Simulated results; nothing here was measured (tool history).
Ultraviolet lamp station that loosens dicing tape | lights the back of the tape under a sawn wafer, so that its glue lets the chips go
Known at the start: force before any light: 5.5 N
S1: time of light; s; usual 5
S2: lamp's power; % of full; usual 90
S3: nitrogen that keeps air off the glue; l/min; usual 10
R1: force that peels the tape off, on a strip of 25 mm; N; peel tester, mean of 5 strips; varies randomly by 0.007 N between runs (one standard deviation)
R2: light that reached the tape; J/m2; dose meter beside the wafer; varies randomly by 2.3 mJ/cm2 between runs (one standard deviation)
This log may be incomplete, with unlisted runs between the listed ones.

run	hour	S1	S2	S3	R1	R2
1	0.0	5	90	10	0.289	1940
2	21.2	5	82	10	0.320	1740
3	34.1	5	82	10	0.306	1750
4	50.7	8	90	10	0.216	3070
5	63.7	8	90	10	0.218	3040
6	78.8	8	96	10	0.211	3240
7	92.7	8	96	10	0.217	3230
8	104.3	8	96	10	0.218	3200
9	113.9	8	96	5	0.250	3210
# hour 115.6: window cleaned of glue's vapour
10	132.9	4	93	10	0.382	1500
11	142.4	5	95	9	0.279	1940
12	157.2	4	66	5	1.054	1070
13	175.3	3	82	5	1.137	980
14	188.4	5	75	10	0.392	1480
# hour 192.0: window cleaned of glue's vapour, once more
15	201.8	5	75	10	0.350	1560
16	218.9	2	88	5	1.639	760
17	238.7	2	88	5	1.652	740

Expected results for the next run?
18	254.7	2	92	5	?	?

Run 18 measured R1 1.598 N, R2 820 J/m2.
With the hidden condition absent and the run-to-run variation left alone, this run would have shown R1 1.249 N, R2 980 J/m2.

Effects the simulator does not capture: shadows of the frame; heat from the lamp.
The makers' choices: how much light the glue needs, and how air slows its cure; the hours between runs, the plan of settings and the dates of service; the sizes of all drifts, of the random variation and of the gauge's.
